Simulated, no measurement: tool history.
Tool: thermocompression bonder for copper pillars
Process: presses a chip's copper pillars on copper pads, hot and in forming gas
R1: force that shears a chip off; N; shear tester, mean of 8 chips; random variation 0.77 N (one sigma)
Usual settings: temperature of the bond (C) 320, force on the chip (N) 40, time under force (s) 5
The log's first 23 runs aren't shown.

{"run": 24, "hour": 212.9, "temperature of the bond (C)": 295, "force on the chip (N)": 30, "time under force (s)": 8, "R1": 45.9}
{"run": 25, "hour": 223.0, "temperature of the bond (C)": 333, "force on the chip (N)": 27, "time under force (s)": 7, "R1": 57.2}
{"run": 26, "hour": 234.1, "temperature of the bond (C)": 342, "force on the chip (N)": 39, "time under force (s)": 10, "R1": 76.1}
{"run": 27, "hour": 244.4, "temperature of the bond (C)": 313, "force on the chip (N)": 39, "time under force (s)": 3, "R1": 49.2}
{"run": 28, "hour": 253.9, "temperature of the bond (C)": 320, "force on the chip (N)": 36, "time under force (s)": 5, "R1": 56.2}
{"run": 29, "hour": 265.3, "temperature of the bond (C)": 320, "force on the chip (N)": 40, "time under force (s)": 4, "R1": 54.9}
{"run": 30, "hour": 274.1, "temperature of the bond (C)": 342, "force on the chip (N)": 40, "time under force (s)": 10, "R1": 75.6}
{"run": 31, "hour": 282.1, "temperature of the bond (C)": 313, "force on the chip (N)": 50, "time under force (s)": 14, "R1": 75.0}
{"run": 32, "hour": 291.4, "temperature of the bond (C)": 290, "force on the chip (N)": 40, "time under force (s)": 4, "R1": 42.2}
{"run": 33, "hour": 305.7, "temperature of the bond (C)": 306, "force on the chip (N)": 30, "time under force (s)": 3, "R1": 36.0}
{"run": 34, "hour": 312.8, "temperature of the bond (C)": 307, "force on the chip (N)": 40, "time under force (s)": 3, "R1": 45.9}
{"run": 35, "hour": 321.5, "temperature of the bond (C)": 310, "force on the chip (N)": 48, "time under force (s)": 8, "R1": 67.1}
{"run": 36, "hour": 330.3, "temperature of the bond (C)": 310, "force on the chip (N)": 48, "time under force (s)": 8, "R1": 66.6}
{"run": 37, "hour": 338.1, "temperature of the bond (C)": 310, "force on the chip (N)": 48, "time under force (s)": 8, "R1": 66.4}
{"run": 38, "hour": 349.5, "temperature of the bond (C)": 310, "force on the chip (N)": 48, "time under force (s)": 8, "R1": 68.9}
{"run": 39, "hour": 362.4, "temperature of the bond (C)": 299, "force on the chip (N)": 33, "time under force (s)": 15, "R1": 59.4}
{"run": 40, "hour": 373.8, "temperature of the bond (C)": 297, "force on the chip (N)": 32, "time under force (s)": 9, "R1": 49.6}

3 ways to go on from here, each from the tool as it stands after run 40. What would each give?
{"run": "A", "hour": 382.8, "temperature of the bond (C)": 336, "force on the chip (N)": 32, "time under force (s)": 7, "R1": "?"}
{"run": "B", "hour": 382.8, "temperature of the bond (C)": 320, "force on the chip (N)": 42, "time under force (s)": 5, "R1": "?"}
{"run": "C", "hour": 382.8, "temperature of the bond (C)": 305, "force on the chip (N)": 45, "time under force (s)": 9, "R1": "?"}

run=A R1=63.1
run=B R1=59.7
run=C R1=64.2
Without the tool's hidden state the same runs would have given:
run=A R1=64.5
run=B R1=60.6
run=C R1=65.3

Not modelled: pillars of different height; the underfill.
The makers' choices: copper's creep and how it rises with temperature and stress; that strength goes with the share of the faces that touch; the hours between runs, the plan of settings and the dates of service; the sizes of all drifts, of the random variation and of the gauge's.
